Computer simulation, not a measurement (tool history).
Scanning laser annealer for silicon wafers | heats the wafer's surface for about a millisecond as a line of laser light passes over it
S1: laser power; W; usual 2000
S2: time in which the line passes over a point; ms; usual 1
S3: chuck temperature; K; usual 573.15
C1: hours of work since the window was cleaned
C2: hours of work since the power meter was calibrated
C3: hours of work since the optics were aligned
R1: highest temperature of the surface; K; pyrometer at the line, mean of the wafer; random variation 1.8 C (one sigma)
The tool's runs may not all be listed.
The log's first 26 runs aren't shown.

run    hour    S1    S2      S3   C1    C2    C3       R1
 27   948.6  1856  1.14  594.15  402   818  1131  1291.15
 28   972.1  1746  0.96  564.15  412   827  1140  1157.15
 29  1022.1  2152  0.91  567.15  432   848  1161  1289.15
 30  1044.6  2152  0.91  567.15  442   857  1170  1286.15
 31  1075.6  2000  1.06  556.15  454   870  1183  1280.15
 32  1125.9  2025  1.06  556.15  475   891  1204  1289.15
 33  1153.1  2025  0.79  556.15  486   902  1215  1178.15
 34  1195.2  1972  0.98  556.15  504   920  1232  1238.15
 35  1224.5  1972  0.98  556.15  516   932  1245  1236.15
 36  1262.1  1972  0.98  556.15  531   947  1260  1235.15
 37  1296.3  1972  0.98  556.15  546   961  1274  1237.15
 38  1337.6  1874  0.81  573.15  563   978  1291  1151.15
 39  1377.1  1720  1.11  591.15  579   995  1308  1220.15
 40  1410.6  1943  1.06  563.15  593  1009  1322  1261.15
 41  1431.2  1714     1  535.15  601  1017  1330  1127.15
 42  1478.7  2017  0.81  588.15  621  1037  1350  1210.15

3 ways to go on from here, each from the tool as it stands after run 42. What would each give?
  A  1508.5  1847  0.81  609.15  633  1049  1362   ?
  B  1508.5  2017  0.76  588.15  633  1049  1362   ?
  C  1508.5  2017  0.81  601.15  633  1049  1362   ?

run       R1
  A  1177.15
  B  1186.15
  C  1222.15
Without the tool's hidden state the same runs would have given:
run       R1
  A  1198.15
  B  1208.15
  C  1245.15

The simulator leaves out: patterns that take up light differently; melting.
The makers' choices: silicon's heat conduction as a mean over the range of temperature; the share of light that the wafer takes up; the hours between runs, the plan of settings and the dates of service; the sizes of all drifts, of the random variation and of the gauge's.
